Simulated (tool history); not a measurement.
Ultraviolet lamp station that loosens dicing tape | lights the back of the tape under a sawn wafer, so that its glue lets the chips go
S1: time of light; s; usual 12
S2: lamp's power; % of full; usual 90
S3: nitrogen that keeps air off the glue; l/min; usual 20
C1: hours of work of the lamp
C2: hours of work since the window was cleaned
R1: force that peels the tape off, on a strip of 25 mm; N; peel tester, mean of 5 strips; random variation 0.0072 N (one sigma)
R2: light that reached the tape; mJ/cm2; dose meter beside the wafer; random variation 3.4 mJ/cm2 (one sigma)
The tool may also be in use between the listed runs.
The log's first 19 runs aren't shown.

| run | hour | S1 | S2 | S3 | C1 | C2 | R1 | R2 |
|---|---|---|---|---|---|---|---|---|
| 20 | 489.9 | 6 | 79 | 24 | 292 | 492 | 2.352 | 189 |
| 21 | 524.0 | 19 | 90 | 11 | 309 | 509 | 0.275 | 682 |
| 22 | 546.7 | 17 | 69 | 11 | 321 | 521 | 0.765 | 457 |
| 23 | 561.8 | 10 | 69 | 11 | 328 | 528 | 2.078 | 268 |
| 24 | 577.6 | 11 | 86 | 11 | 336 | 536 | 1.220 | 363 |
|  | 593.6 | window cleaned of glue's vapour |
| 25 | 601.6 | 11 | 86 | 11 | 348 | 4 | 1.153 | 383 |
| 26 | 627.0 | 10 | 65 | 20 | 361 | 17 | 1.562 | 258 |
| 27 | 649.0 | 11 | 67 | 31 | 372 | 28 | 0.950 | 285 |

Forecast run 28:
| 28 | 681.1 | 11 | 67 | 31 | 389 | 44 | ? | ? |

R1: 0.963 N
R2: 283 mJ/cm2
Without the tool's hidden state the same run would have given R1 0.501 N, R2 372 mJ/cm2.
